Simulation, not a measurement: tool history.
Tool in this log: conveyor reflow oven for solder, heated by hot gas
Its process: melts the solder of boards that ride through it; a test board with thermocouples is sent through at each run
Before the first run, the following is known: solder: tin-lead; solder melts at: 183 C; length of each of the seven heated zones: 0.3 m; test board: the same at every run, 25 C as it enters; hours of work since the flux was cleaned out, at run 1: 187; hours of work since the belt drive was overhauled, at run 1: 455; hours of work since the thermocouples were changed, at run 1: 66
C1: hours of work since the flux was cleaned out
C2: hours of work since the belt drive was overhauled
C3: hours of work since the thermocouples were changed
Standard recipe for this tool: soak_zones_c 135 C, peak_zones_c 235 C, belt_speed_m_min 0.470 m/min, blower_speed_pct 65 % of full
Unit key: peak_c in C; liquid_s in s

{"run": 1, "hour": 0.0, "soak_zones_c": 135, "peak_zones_c": 235, "belt_speed_m_min": 0.47, "blower_speed_pct": 65, "C1": 187, "C2": 455, "C3": 66, "peak_c": 211.0, "liquid_s": 49.2}
{"run": 2, "hour": 20.6, "soak_zones_c": 135, "peak_zones_c": 235, "belt_speed_m_min": 0.47, "blower_speed_pct": 65, "C1": 197, "C2": 465, "C3": 76, "peak_c": 211.2, "liquid_s": 49.1}
{"run": 3, "hour": 38.4, "soak_zones_c": 135, "peak_zones_c": 235, "belt_speed_m_min": 0.47, "blower_speed_pct": 65, "C1": 205, "C2": 473, "C3": 85, "peak_c": 210.9, "liquid_s": 49.1}
{"run": 4, "hour": 58.3, "soak_zones_c": 135, "peak_zones_c": 235, "belt_speed_m_min": 0.47, "blower_speed_pct": 65, "C1": 215, "C2": 483, "C3": 94, "peak_c": 210.4, "liquid_s": 49.2}
{"run": 5, "hour": 92.3, "soak_zones_c": 135, "peak_zones_c": 235, "belt_speed_m_min": 0.47, "blower_speed_pct": 63, "C1": 231, "C2": 499, "C3": 111, "peak_c": 210.4, "liquid_s": 47.7}
{"run": 6, "hour": 112.2, "soak_zones_c": 135, "peak_zones_c": 235, "belt_speed_m_min": 0.47, "blower_speed_pct": 65, "C1": 241, "C2": 509, "C3": 120, "peak_c": 210.8, "liquid_s": 48.2}
{"run": 7, "hour": 132.4, "soak_zones_c": 135, "peak_zones_c": 235, "belt_speed_m_min": 0.47, "blower_speed_pct": 65, "C1": 250, "C2": 518, "C3": 130, "peak_c": 211.0, "liquid_s": 49.2}
{"run": 8, "hour": 163.0, "soak_zones_c": 135, "peak_zones_c": 235, "belt_speed_m_min": 0.47, "blower_speed_pct": 65, "C1": 265, "C2": 533, "C3": 145, "peak_c": 211.1, "liquid_s": 49.1}
{"run": 9, "hour": 178.2, "soak_zones_c": 135, "peak_zones_c": 235, "belt_speed_m_min": 0.47, "blower_speed_pct": 65, "C1": 272, "C2": 540, "C3": 152, "peak_c": 210.9, "liquid_s": 49.2}
{"run": 10, "hour": 210.8, "soak_zones_c": 135, "peak_zones_c": 235, "belt_speed_m_min": 0.494, "blower_speed_pct": 65, "C1": 288, "C2": 556, "C3": 167, "peak_c": 208.4, "liquid_s": 45.0}
{"run": 11, "hour": 237.2, "soak_zones_c": 135, "peak_zones_c": 235, "belt_speed_m_min": 0.494, "blower_speed_pct": 65, "C1": 301, "C2": 569, "C3": 180, "peak_c": 209.8, "liquid_s": 44.2}
{"run": 12, "hour": 259.8, "soak_zones_c": 135, "peak_zones_c": 235, "belt_speed_m_min": 0.401, "blower_speed_pct": 65, "C1": 311, "C2": 579, "C3": 191, "peak_c": 216.9, "liquid_s": 64.8}
{"run": 13, "hour": 286.0, "soak_zones_c": 135, "peak_zones_c": 235, "belt_speed_m_min": 0.557, "blower_speed_pct": 65, "C1": 324, "C2": 592, "C3": 204, "peak_c": 203.6, "liquid_s": 33.8}
{"run": 14, "hour": 312.1, "soak_zones_c": 135, "peak_zones_c": 250, "belt_speed_m_min": 0.557, "blower_speed_pct": 65, "C1": 337, "C2": 605, "C3": 216, "peak_c": 215.0, "liquid_s": 43.8}
{"hour": 340.0, "done": "flux residue cleaned out of gas plates and filters"}
{"run": 15, "hour": 344.4, "soak_zones_c": 135, "peak_zones_c": 250, "belt_speed_m_min": 0.557, "blower_speed_pct": 65, "C1": 2, "C2": 618, "C3": 229, "peak_c": 215.2, "liquid_s": 43.9}
{"run": 16, "hour": 365.9, "soak_zones_c": 135, "peak_zones_c": 238, "belt_speed_m_min": 0.47, "blower_speed_pct": 65, "C1": 12, "C2": 628, "C3": 239, "peak_c": 212.9, "liquid_s": 51.5}
{"run": 17, "hour": 398.7, "soak_zones_c": 135, "peak_zones_c": 235, "belt_speed_m_min": 0.47, "blower_speed_pct": 52, "C1": 28, "C2": 644, "C3": 255, "peak_c": 205.9, "liquid_s": 42.8}
{"run": 18, "hour": 428.2, "soak_zones_c": 132, "peak_zones_c": 235, "belt_speed_m_min": 0.47, "blower_speed_pct": 83, "C1": 42, "C2": 658, "C3": 269, "peak_c": 215.0, "liquid_s": 53.5}
{"run": 19, "hour": 444.9, "soak_zones_c": 135, "peak_zones_c": 226, "belt_speed_m_min": 0.47, "blower_speed_pct": 65, "C1": 50, "C2": 666, "C3": 277, "peak_c": 203.8, "liquid_s": 41.8}
{"run": 20, "hour": 460.3, "soak_zones_c": 147, "peak_zones_c": 235, "belt_speed_m_min": 0.492, "blower_speed_pct": 65, "C1": 58, "C2": 673, "C3": 285, "peak_c": 212.2, "liquid_s": 52.0}
{"run": 21, "hour": 476.2, "soak_zones_c": 147, "peak_zones_c": 235, "belt_speed_m_min": 0.492, "blower_speed_pct": 65, "C1": 65, "C2": 681, "C3": 292, "peak_c": 211.7, "liquid_s": 52.1}
{"run": 22, "hour": 511.4, "soak_zones_c": 147, "peak_zones_c": 235, "belt_speed_m_min": 0.492, "blower_speed_pct": 65, "C1": 82, "C2": 698, "C3": 309, "peak_c": 211.9, "liquid_s": 52.3}
{"run": 23, "hour": 540.8, "soak_zones_c": 147, "peak_zones_c": 235, "belt_speed_m_min": 0.492, "blower_speed_pct": 68, "C1": 96, "C2": 712, "C3": 323, "peak_c": 212.9, "liquid_s": 52.5}
{"run": 24, "hour": 564.4, "soak_zones_c": 147, "peak_zones_c": 233, "belt_speed_m_min": 0.491, "blower_speed_pct": 80, "C1": 108, "C2": 723, "C3": 335, "peak_c": 214.0, "liquid_s": 53.8}
{"run": 25, "hour": 583.3, "soak_zones_c": 147, "peak_zones_c": 233, "belt_speed_m_min": 0.491, "blower_speed_pct": 80, "C1": 117, "C2": 732, "C3": 344, "peak_c": 213.9, "liquid_s": 54.9}
{"run": 26, "hour": 619.8, "soak_zones_c": 139, "peak_zones_c": 232, "belt_speed_m_min": 0.491, "blower_speed_pct": 80, "C1": 134, "C2": 750, "C3": 361, "peak_c": 211.6, "liquid_s": 49.2}
{"run": 27, "hour": 657.1, "soak_zones_c": 135, "peak_zones_c": 235, "belt_speed_m_min": 0.539, "blower_speed_pct": 65, "C1": 152, "C2": 768, "C3": 379, "peak_c": 204.8, "liquid_s": 36.5}
{"run": 28, "hour": 687.4, "soak_zones_c": 135, "peak_zones_c": 224, "belt_speed_m_min": 0.467, "blower_speed_pct": 65, "C1": 167, "C2": 782, "C3": 394, "peak_c": 202.0, "liquid_s": 40.0}
{"run": 29, "hour": 710.1, "soak_zones_c": 135, "peak_zones_c": 224, "belt_speed_m_min": 0.467, "blower_speed_pct": 65, "C1": 178, "C2": 793, "C3": 405, "peak_c": 202.5, "liquid_s": 39.6}
{"hour": 727.7, "done": "belt drive overhauled, speed set with a stopwatch"}
{"run": 30, "hour": 748.7, "soak_zones_c": 135, "peak_zones_c": 235, "belt_speed_m_min": 0.4, "blower_speed_pct": 87, "C1": 194, "C2": 10, "C3": 421, "peak_c": 221.4, "liquid_s": 69.9}
{"run": 31, "hour": 766.7, "soak_zones_c": 135, "peak_zones_c": 235, "belt_speed_m_min": 0.518, "blower_speed_pct": 87, "C1": 203, "C2": 19, "C3": 430, "peak_c": 212.6, "liquid_s": 46.4}

Below are 4 alternative next runs, each starting from the tool's condition after run 31. Predict each:
{"run": "A", "hour": 791.4, "soak_zones_c": 135, "peak_zones_c": 235, "belt_speed_m_min": 0.518, "blower_speed_pct": 76, "C1": 215, "C2": 31, "C3": 442, "peak_c": "?", "liquid_s": "?"}
{"run": "B", "hour": 791.4, "soak_zones_c": 135, "peak_zones_c": 235, "belt_speed_m_min": 0.497, "blower_speed_pct": 70, "C1": 215, "C2": 31, "C3": 442, "peak_c": "?", "liquid_s": "?"}
{"run": "C", "hour": 791.4, "soak_zones_c": 135, "peak_zones_c": 235, "belt_speed_m_min": 0.499, "blower_speed_pct": 55, "C1": 215, "C2": 31, "C3": 442, "peak_c": "?", "liquid_s": "?"}
{"run": "D", "hour": 791.4, "soak_zones_c": 135, "peak_zones_c": 230, "belt_speed_m_min": 0.464, "blower_speed_pct": 70, "C1": 215, "C2": 31, "C3": 442, "peak_c": "?", "liquid_s": "?"}

run=A peak_c=210.4 liquid_s=43.6
run=B peak_c=209.9 liquid_s=46.0
run=C peak_c=204.8 liquid_s=39.4
run=D peak_c=208.8 liquid_s=47.8
Take away the tool's hidden state, keep each run's random variation, and the runs would have read:
run=A peak_c=210.4 liquid_s=43.6
run=B peak_c=210.0 liquid_s=46.0
run=C peak_c=204.8 liquid_s=39.5
run=D peak_c=208.8 liquid_s=47.8

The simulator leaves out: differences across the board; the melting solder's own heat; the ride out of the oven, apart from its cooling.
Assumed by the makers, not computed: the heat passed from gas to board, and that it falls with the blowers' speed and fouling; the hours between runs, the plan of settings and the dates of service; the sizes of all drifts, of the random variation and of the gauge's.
